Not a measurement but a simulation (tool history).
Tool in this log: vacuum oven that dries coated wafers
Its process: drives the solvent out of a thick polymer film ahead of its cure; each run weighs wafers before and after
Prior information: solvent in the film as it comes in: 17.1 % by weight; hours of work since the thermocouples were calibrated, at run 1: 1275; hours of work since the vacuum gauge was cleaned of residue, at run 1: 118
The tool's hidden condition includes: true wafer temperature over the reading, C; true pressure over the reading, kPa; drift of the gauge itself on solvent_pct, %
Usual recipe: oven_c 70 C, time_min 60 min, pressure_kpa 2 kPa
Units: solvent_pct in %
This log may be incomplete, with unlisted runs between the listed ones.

run   hour  oven_c  time_min  pressure_kpa  hours of work since the thermocouples were calibrated  hours of work since the vacuum gauge was cleaned of residue  solvent_pct
  1      0      70        60             2                                                   1275                                                          118         3.71
  2      8      70        60             2                                                   1279                                                          122         3.72
  3   17.6      70        60             2                                                   1283                                                          126          3.7
  4     30      70        60             2                                                   1289                                                          132         3.69
  5   36.9      77        60             2                                                   1292                                                          135         2.62
  6   46.4      77        60             2                                                   1296                                                          139          2.6
  7   54.7      70        60             2                                                   1300                                                          143         3.78
  8   64.2      70        60          1.26                                                   1304                                                          147         2.52
  9   76.6      70        60          1.26                                                   1309                                                          152          2.5
 10   84.4      70        60          1.26                                                   1313                                                          156         2.48
 11   96.1      70        60          1.26                                                   1318                                                          161         2.47
 12  102.1      70        60          1.26                                                   1321                                                          163         2.44
 13  108.9      70        60          1.26                                                   1324                                                          166         2.51
 14  116.7      70        60          2.96                                                   1327                                                          170          5.3
 15  122.5      70        60          2.96                                                   1330                                                          172         5.31
 16  129.9      70        60          2.96                                                   1333                                                          176         5.35
 17  138.6      70        60             2                                                   1337                                                          180         3.73
 18  150.7      70        60             2                                                   1342                                                          185         3.71
 19  158.5      70        31             2                                                   1345                                                          188         5.16
 20  167.9      70        48             2                                                   1350                                                          193         4.02
 21  178.4      70        48             2                                                   1354                                                          197            4
 22  184.2      70        48             2                                                   1357                                                          200         4.04
 23  196.1      70        48             2                                                   1362                                                          205         4.04
 24  208.2      77        49          2.18                                                   1367                                                          210         2.87
 25    215      77        49          2.18                                                   1370                                                          213         2.91
 26  226.7      71        49          6.67                                                   1376                                                          218        11.03
     229.5  -- oven's thermocouples calibrated
 27  236.8      64        56          6.67                                                      3                                                          222        14.18
 28  242.5      64        56          6.67                                                      6                                                          225        14.24
 29  253.1      70        81             2                                                     10                                                          229          3.3
 30  258.3      70        81             2                                                     13                                                          232         3.36
 31  263.6      72        60          1.02                                                     15                                                          234         1.74
 32  275.4      58        50          6.56                                                     20                                                          239        17.15
     278.3  -- oven's thermocouples calibrated, once more
 33  289.9      60        60          1.45                                                      5                                                          245         6.52
 34  301.7      60        60          1.45                                                     10                                                          250         6.56
 35  307.9      57        36          7.85                                                     13                                                          253        17.12
 36  315.9      57        36          1.01                                                     17                                                          256         8.82
 37  324.2      56        60             2                                                     20                                                          260         9.74
 38  330.1      70        80             2                                                     23                                                          262         3.88
 39  341.9      66        57          1.36                                                     28                                                          268         4.22
 40  352.2      66        52          1.36                                                     33                                                          272          4.5
 41  359.1      82        90             2                                                     36                                                          275         2.26
 42  367.3      66        44          2.81                                                     39                                                          279         7.79
 43  373.9      65        60             2                                                     42                                                          282         5.75

Below are 4 alternative next runs, each starting from the tool's condition after run 43. Predict each:
  A  383.5      65        60          4.15                                                     46                                                          286            ?
  B  383.5      65        88          2.26                                                     46                                                          286            ?
  C  383.5      72        60          2.78                                                     46                                                          286            ?
  D  383.5      74        36             5                                                     46                                                          286            ?

run  solvent_pct
  A        10.15
  B         5.61
  C         5.02
  D         8.42
What these runs would have given with no unlogged condition in the tool:
run  solvent_pct
  A        10.25
  B         5.65
  C         5.06
  D         8.52
